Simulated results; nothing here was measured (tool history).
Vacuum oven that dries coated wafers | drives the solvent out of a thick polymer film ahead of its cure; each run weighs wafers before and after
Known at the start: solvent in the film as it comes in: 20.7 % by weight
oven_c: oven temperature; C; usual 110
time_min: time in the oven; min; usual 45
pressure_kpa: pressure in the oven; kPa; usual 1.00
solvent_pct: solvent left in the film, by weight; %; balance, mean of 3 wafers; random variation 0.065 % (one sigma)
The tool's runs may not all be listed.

run 1 hour=0.0 | oven_c=110 time_min=45 pressure_kpa=1.00 | solvent_pct=4.59
run 2 hour=24.3 | oven_c=110 time_min=45 pressure_kpa=1.00 | solvent_pct=4.59
run 3 hour=40.4 | oven_c=110 time_min=45 pressure_kpa=1.00 | solvent_pct=4.68
run 4 hour=55.1 | oven_c=110 time_min=45 pressure_kpa=1.00 | solvent_pct=4.70
run 5 hour=80.6 | oven_c=110 time_min=45 pressure_kpa=1.00 | solvent_pct=4.68
run 6 hour=98.3 | oven_c=110 time_min=45 pressure_kpa=1.00 | solvent_pct=4.68
run 7 hour=120.0 | oven_c=116 time_min=45 pressure_kpa=1.00 | solvent_pct=2.95
run 8 hour=134.1 | oven_c=110 time_min=31 pressure_kpa=1.00 | solvent_pct=7.04
run 9 hour=147.9 | oven_c=110 time_min=65 pressure_kpa=1.00 | solvent_pct=2.84
run 10 hour=165.7 | oven_c=110 time_min=65 pressure_kpa=1.00 | solvent_pct=2.75
run 11 hour=185.2 | oven_c=110 time_min=65 pressure_kpa=1.00 | solvent_pct=2.90
run 12 hour=198.1 | oven_c=110 time_min=45 pressure_kpa=1.00 | solvent_pct=4.71
run 13 hour=209.4 | oven_c=110 time_min=45 pressure_kpa=1.00 | solvent_pct=4.71
run 14 hour=230.7 | oven_c=110 time_min=45 pressure_kpa=1.00 | solvent_pct=4.71
-- hour=234.9 oven's thermocouples calibrated
run 15 hour=246.2 | oven_c=115 time_min=45 pressure_kpa=1.00 | solvent_pct=3.27
run 16 hour=257.3 | oven_c=115 time_min=61 pressure_kpa=1.00 | solvent_pct=2.04
run 17 hour=282.6 | oven_c=115 time_min=61 pressure_kpa=1.00 | solvent_pct=2.01
run 18 hour=293.5 | oven_c=115 time_min=61 pressure_kpa=1.00 | solvent_pct=2.16
-- hour=311.6 oven's thermocouples calibrated, once more
run 19 hour=314.8 | oven_c=110 time_min=45 pressure_kpa=3.59 | solvent_pct=5.48
run 20 hour=333.2 | oven_c=110 time_min=45 pressure_kpa=3.59 | solvent_pct=5.43
run 21 hour=358.7 | oven_c=110 time_min=45 pressure_kpa=2.40 | solvent_pct=4.83
run 22 hour=371.7 | oven_c=110 time_min=45 pressure_kpa=2.40 | solvent_pct=4.83
run 23 hour=384.3 | oven_c=110 time_min=45 pressure_kpa=2.40 | solvent_pct=4.88

Run 24 comes next. What will it give?
run 24 hour=400.5 | oven_c=113 time_min=45 pressure_kpa=1.00 | solvent_pct=?

{"run 24": {"solvent_pct": 3.08}}
Without the tool's hidden state the same run would have given solvent_pct 3.07 %.
